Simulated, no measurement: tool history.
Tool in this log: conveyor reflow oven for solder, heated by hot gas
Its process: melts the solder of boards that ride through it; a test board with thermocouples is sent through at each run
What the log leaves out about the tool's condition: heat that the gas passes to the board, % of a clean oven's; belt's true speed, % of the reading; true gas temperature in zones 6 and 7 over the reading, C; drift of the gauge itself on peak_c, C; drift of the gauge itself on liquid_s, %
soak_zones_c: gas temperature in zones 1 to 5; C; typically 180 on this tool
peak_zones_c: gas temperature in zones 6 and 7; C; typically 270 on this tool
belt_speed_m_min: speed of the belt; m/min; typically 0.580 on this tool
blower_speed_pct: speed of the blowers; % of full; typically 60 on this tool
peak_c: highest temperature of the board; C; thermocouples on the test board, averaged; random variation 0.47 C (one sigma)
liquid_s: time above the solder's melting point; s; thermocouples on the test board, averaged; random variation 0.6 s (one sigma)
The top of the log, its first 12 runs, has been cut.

run	hour	soak_zones_c	peak_zones_c	belt_speed_m_min	blower_speed_pct	hours of work since the flux was cleaned out	hours of work since the belt drive was overhauled	hours of work since the thermocouples were changed	peak_c	liquid_s
13	273.6	180	270	0.580	60	254	804	83	248.8	55.0
14	302.9	180	270	0.580	60	270	821	99	248.5	53.9
15	332.4	180	270	0.643	60	287	837	116	245.8	44.8
16	363.4	180	270	0.643	52	304	855	133	243.5	41.5
17	392.5	194	270	0.643	52	320	871	150	247.4	52.0
18	423.5	170	274	0.477	54	338	888	167	256.7	69.8
19	450.1	170	271	0.558	66	353	903	182	250.3	54.0
# hour 458.4: flux residue cleaned out of gas plates and filters
20	486.8	180	270	0.580	60	16	921	200	252.2	56.5
21	515.1	180	270	0.612	58	32	937	215	250.5	51.8
22	550.6	180	270	0.612	58	52	957	235	249.3	52.5
23	578.8	180	270	0.634	53	67	973	251	246.1	45.9
24	612.1	180	270	0.634	53	86	991	270	247.2	46.6
25	640.5	180	270	0.634	53	102	1007	286	246.9	46.1
26	664.0	180	270	0.580	73	115	1020	299	254.6	59.1
27	683.9	191	270	0.580	67	126	1031	310	255.9	65.4
28	714.3	169	259	0.654	88	143	1048	327	242.2	40.6
29	747.1	180	270	0.580	82	162	1067	345	256.4	60.6
30	777.0	181	270	0.580	60	178	1084	362	252.0	57.5
31	794.0	183	271	0.512	88	188	1093	372	260.6	73.2
32	811.2	183	271	0.512	66	198	1103	381	258.2	72.2

Branching from run 32: 3 alternative next runs. What would each branch give?
A	834.0	189	271	0.512	66	210	1115	394	?	?
B	834.0	180	284	0.580	55	210	1115	394	?	?
C	834.0	180	284	0.580	60	210	1115	394	?	?

run	peak_c	liquid_s
A	259.5	74.2
B	261.9	61.4
C	263.2	64.0
What these runs would have given with no unlogged condition in the tool:
run	peak_c	liquid_s
A	259.2	71.9
B	261.8	59.6
C	263.2	62.2
